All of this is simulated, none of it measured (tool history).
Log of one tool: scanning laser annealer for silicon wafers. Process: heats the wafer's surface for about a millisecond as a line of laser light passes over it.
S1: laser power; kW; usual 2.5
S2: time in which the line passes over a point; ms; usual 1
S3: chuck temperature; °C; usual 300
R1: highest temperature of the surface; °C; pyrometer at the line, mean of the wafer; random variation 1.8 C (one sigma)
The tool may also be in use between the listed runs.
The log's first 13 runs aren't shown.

run,hour,S1,S2,S3,R1
14,110.1,2.5,1,269,1013
15,119.1,2.5,1,300,1041
16,125.6,2.5,1,300,1043
17,136.8,2.5,1,300,1044
18,146.5,2.5,1,300,1038
19,152.6,2.5,1,315,1052
# hour 155.6: window over the wafer cleaned
20,164.3,2.5,0.74,300,920
21,171.1,2.159,1,318,946
22,179.4,2.523,0.78,297,943
23,186.5,2.174,0.75,328,866
24,194.5,2.5,0.82,273,930
# hour 197.6: window over the wafer cleaned, once more
25,206.6,2.5,0.82,273,939
26,212.5,2.481,0.71,314,919
27,219.7,2.5,1.01,323,1071

Run 28 comes next. What will it give?
28,230.1,2.5,1.01,323,?

R1: 1068 °C
Without the tool's hidden state the same run would have given R1 1081 °C.
